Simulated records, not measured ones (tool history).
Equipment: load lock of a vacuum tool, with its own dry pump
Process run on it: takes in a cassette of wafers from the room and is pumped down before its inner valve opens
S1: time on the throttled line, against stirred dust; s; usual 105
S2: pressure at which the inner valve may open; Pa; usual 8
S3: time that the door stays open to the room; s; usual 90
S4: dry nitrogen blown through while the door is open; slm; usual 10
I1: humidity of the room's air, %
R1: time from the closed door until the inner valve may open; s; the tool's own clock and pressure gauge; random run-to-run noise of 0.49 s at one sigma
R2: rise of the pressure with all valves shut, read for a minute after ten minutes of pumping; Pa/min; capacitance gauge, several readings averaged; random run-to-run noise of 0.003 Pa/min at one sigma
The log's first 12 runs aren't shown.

{"run": 13, "hour": 3553.7, "S1": 105, "S2": 8, "S3": 90, "S4": 10, "I1": 46.4, "R1": 141, "R2": 0.049}
{"run": 14, "hour": 3963.3, "S1": 105, "S2": 8, "S3": 90, "S4": 10, "I1": 45.9, "R1": 140.2, "R2": 0.051}
{"run": 15, "hour": 4393.2, "S1": 83, "S2": 8, "S3": 90, "S4": 10, "I1": 45.3, "R1": 119.8, "R2": 0.045}
{"run": 16, "hour": 4710.3, "S1": 83, "S2": 8, "S3": 90, "S4": 10, "I1": 45.7, "R1": 120.5, "R2": 0.052}
{"run": 17, "hour": 5025.0, "S1": 83, "S2": 8, "S3": 90, "S4": 10, "I1": 46.4, "R1": 120.3, "R2": 0.052}
{"run": 18, "hour": 5351.5, "S1": 83, "S2": 8, "S3": 90, "S4": 10, "I1": 44.9, "R1": 120.3, "R2": 0.049}
{"run": 19, "hour": 5663.2, "S1": 90, "S2": 8, "S3": 90, "S4": 6, "I1": 42.8, "R1": 126.7, "R2": 0.048}
{"run": 20, "hour": 5877.8, "S1": 159, "S2": 8, "S3": 123, "S4": 10, "I1": 46.4, "R1": 190, "R2": 0.059}
{"run": 21, "hour": 6227.3, "S1": 77, "S2": 11, "S3": 33, "S4": 12, "I1": 46.7, "R1": 112.9, "R2": 0.022}
{"run": 22, "hour": 6674.3, "S1": 95, "S2": 8, "S3": 33, "S4": 11, "I1": 45.1, "R1": 130.7, "R2": 0.02}
{"run": 23, "hour": 6918.6, "S1": 95, "S2": 8, "S3": 33, "S4": 11, "I1": 45.5, "R1": 131.4, "R2": 0.024}
{"run": 24, "hour": 7168.9, "S1": 135, "S2": 8, "S3": 143, "S4": 10, "I1": 42.2, "R1": 168.2, "R2": 0.064}
{"run": 25, "hour": 7463.3, "S1": 105, "S2": 8, "S3": 83, "S4": 10, "I1": 46.1, "R1": 140.2, "R2": 0.048}
{"run": 26, "hour": 7909.8, "S1": 105, "S2": 14, "S3": 97, "S4": 10, "I1": 42.6, "R1": 136.8, "R2": 0.049}
{"run": 27, "hour": 8341.7, "S1": 79, "S2": 8, "S3": 90, "S4": 10, "I1": 42.1, "R1": 116.8, "R2": 0.047}
{"run": 28, "hour": 8744.2, "S1": 105, "S2": 7, "S3": 90, "S4": 39, "I1": 43.2, "R1": 141.3, "R2": 0.033}
{"run": 29, "hour": 9069.1, "S1": 105, "S2": 8, "S3": 83, "S4": 8, "I1": 46.3, "R1": 140.1, "R2": 0.052}
{"run": 30, "hour": 9253.0, "S1": 105, "S2": 13, "S3": 83, "S4": 44, "I1": 46, "R1": 138.4, "R2": 0.026}
{"run": 31, "hour": 9593.8, "S1": 57, "S2": 8, "S3": 150, "S4": 10, "I1": 44.2, "R1": 96.3, "R2": 0.075}

Predict the results of run 32:
{"hour": 9631.3, "done": "dry pump taken out, an overhauled one fitted"}
{"run": 32, "hour": 9870.9, "S1": 57, "S2": 8, "S3": 167, "S4": 35, "I1": 47.6, "R1": "?", "R2": "?"}

{"run 32": {"R1": 96.8, "R2": 0.058}}
Minus the tool's unlogged condition, the same run would have read R1 96.8 s, R2 0.057 Pa/min.
